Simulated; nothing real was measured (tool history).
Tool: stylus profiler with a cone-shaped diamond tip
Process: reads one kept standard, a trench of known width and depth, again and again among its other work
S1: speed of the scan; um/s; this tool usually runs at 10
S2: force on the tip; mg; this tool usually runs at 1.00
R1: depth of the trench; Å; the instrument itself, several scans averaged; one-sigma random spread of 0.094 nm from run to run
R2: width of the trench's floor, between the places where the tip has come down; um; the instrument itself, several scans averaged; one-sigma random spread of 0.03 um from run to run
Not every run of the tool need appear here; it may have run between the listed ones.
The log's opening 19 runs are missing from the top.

| run | hour | S1 | S2 | R1 | R2 |
|---|---|---|---|---|---|
| 20 | 402.0 | 28 | 2.28 | 2009.3 | 47.67 |
| 21 | 431.0 | 3 | 1.95 | 2009.1 | 47.83 |
| 22 | 458.6 | 10 | 2.86 | 2011.6 | 47.82 |
| 23 | 478.6 | 10 | 2.86 | 2009.5 | 47.78 |
| 24 | 509.8 | 5 | 2.06 | 2009.0 | 47.85 |
| 25 | 532.6 | 11 | 0.71 | 2001.0 | 47.71 |
| 26 | 547.9 | 17 | 0.97 | 2002.9 | 47.68 |
| 27 | 568.8 | 9 | 2.14 | 2007.4 | 47.83 |
| 28 | 587.7 | 9 | 2.14 | 2007.1 | 47.78 |
| 29 | 606.7 | 17 | 2.57 | 2010.9 | 47.74 |
| 30 | 625.0 | 8 | 1.56 | 2005.9 | 47.80 |
| 31 | 653.5 | 12 | 1.86 | 2005.8 | 47.73 |
| 32 | 670.4 | 12 | 1.86 | 2006.9 | 47.78 |
| 33 | 697.7 | 12 | 1.86 | 2007.2 | 47.75 |
| 34 | 727.4 | 3 | 0.56 | 2000.5 | 47.75 |
| 35 | 756.8 | 3 | 0.82 | 2000.9 | 47.83 |
| 36 | 782.1 | 10 | 1.34 | 2003.3 | 47.74 |
| 37 | 796.5 | 3 | 1.71 | 2006.2 | 47.83 |
| 38 | 823.4 | 30 | 0.57 | 2001.4 | 47.46 |

Branching from run 38: 4 alternative next runs. What would each branch give?
| A | 847.1 | 5 | 1.06 | ? | ? |
| B | 847.1 | 3 | 0.42 | ? | ? |
| C | 847.1 | 30 | 1.58 | ? | ? |
| D | 847.1 | 7 | 2.21 | ? | ? |

| run | R1 | R2 |
|---|---|---|
| A | 2003.5 | 47.76 |
| B | 2000.2 | 47.74 |
| C | 2004.9 | 47.65 |
| D | 2007.9 | 47.82 |
The same runs, with their run-to-run variation unchanged, on a tool lacking any hidden condition would have given:
| run | R1 | R2 |
|---|---|---|
| A | 2008.4 | 47.96 |
| B | 2005.1 | 47.95 |
| C | 2009.8 | 47.85 |
| D | 2012.8 | 48.03 |
